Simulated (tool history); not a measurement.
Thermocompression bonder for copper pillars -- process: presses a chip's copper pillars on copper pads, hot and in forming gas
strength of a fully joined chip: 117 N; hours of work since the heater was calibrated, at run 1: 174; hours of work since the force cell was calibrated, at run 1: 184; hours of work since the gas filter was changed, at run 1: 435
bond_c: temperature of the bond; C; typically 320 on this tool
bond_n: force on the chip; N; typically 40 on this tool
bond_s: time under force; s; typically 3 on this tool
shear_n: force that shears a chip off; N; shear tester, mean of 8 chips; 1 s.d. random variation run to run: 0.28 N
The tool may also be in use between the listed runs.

run	day	bond_c	bond_n	bond_s	hours of work since the heater was calibrated	hours of work since the force cell was calibrated	hours of work since the gas filter was changed	shear_n
1	0	320	40	3	174	184	435	66.1
2	0.562	320	40	3	180	191	442	66
# day 0.9: forming gas filter changed
3	1.042	320	40	3	186	196	2	72.2
4	1.458	320	40	3	191	201	7	71.2
5	2.012	320	40	3	198	208	13	71.2
6	2.575	320	40	3	204	215	20	71.2
7	3.112	320	40	3	211	221	27	71.4
8	3.421	320	40	3	215	225	30	71.2
9	3.679	332	40	3	218	228	34	78.7
10	4.271	332	40	3	225	235	41	78.5
11	4.521	320	35	3	228	238	44	65.1
12	4.846	320	54	3	232	242	48	85.1
13	5.129	320	54	3	235	246	51	84.4
14	5.688	320	54	3	242	252	58	85.1
15	6.071	320	47	3	246	257	62	78.4
16	6.658	320	47	3	254	264	69	78
17	7.112	320	47	3	259	270	75	78.8
18	7.654	320	47	3	266	276	81	77.9
19	8.154	320	47	3	272	282	87	78.3
20	8.629	320	40	3	277	288	93	70.5
21	9.221	320	28	4	284	295	100	59.9
22	9.796	301	55	3	291	302	107	73.3
23	10.083	301	55	3	295	305	111	73.4
24	10.35	329	40	3	298	309	114	76.5
25	10.779	335	49	3	303	314	119	88.2
26	11.221	335	45	3	309	319	124	84.5
27	11.604	349	45	3	313	324	129	91.5
28	12.088	292	26	3	319	330	135	36.5
29	12.346	292	26	3	322	333	138	36.5
30	12.696	292	26	3	326	337	142	36.6
31	13.008	320	31	3	330	341	146	58.4
32	13.379	320	29	6	335	345	150	68.9
33	13.904	320	58	8	341	351	157	102.6
34	14.167	320	40	4	344	355	160	75.9
35	14.562	320	38	7	349	359	165	84.7
36	14.971	320	37	6	354	364	170	81
37	15.35	320	37	6	358	369	174	80.2
38	15.617	320	37	6	362	372	177	80.2
39	16.204	341	28	8	369	379	184	86

Predict each of these 4 candidate next runs independently; none follows another, all start after run 39:
A	16.558	341	36	8	373	383	189	?
B	16.558	348	40	3	373	383	189	?
C	16.558	312	36	3	373	383	189	?
D	16.558	346	40	3	373	383	189	?

run	shear_n
A	95.4
B	85.4
C	60.1
D	84.1
The same runs, with their run-to-run variation unchanged, on a tool lacking any hidden condition would have given:
run	shear_n
A	97.9
B	87.5
C	61.1
D	86.1

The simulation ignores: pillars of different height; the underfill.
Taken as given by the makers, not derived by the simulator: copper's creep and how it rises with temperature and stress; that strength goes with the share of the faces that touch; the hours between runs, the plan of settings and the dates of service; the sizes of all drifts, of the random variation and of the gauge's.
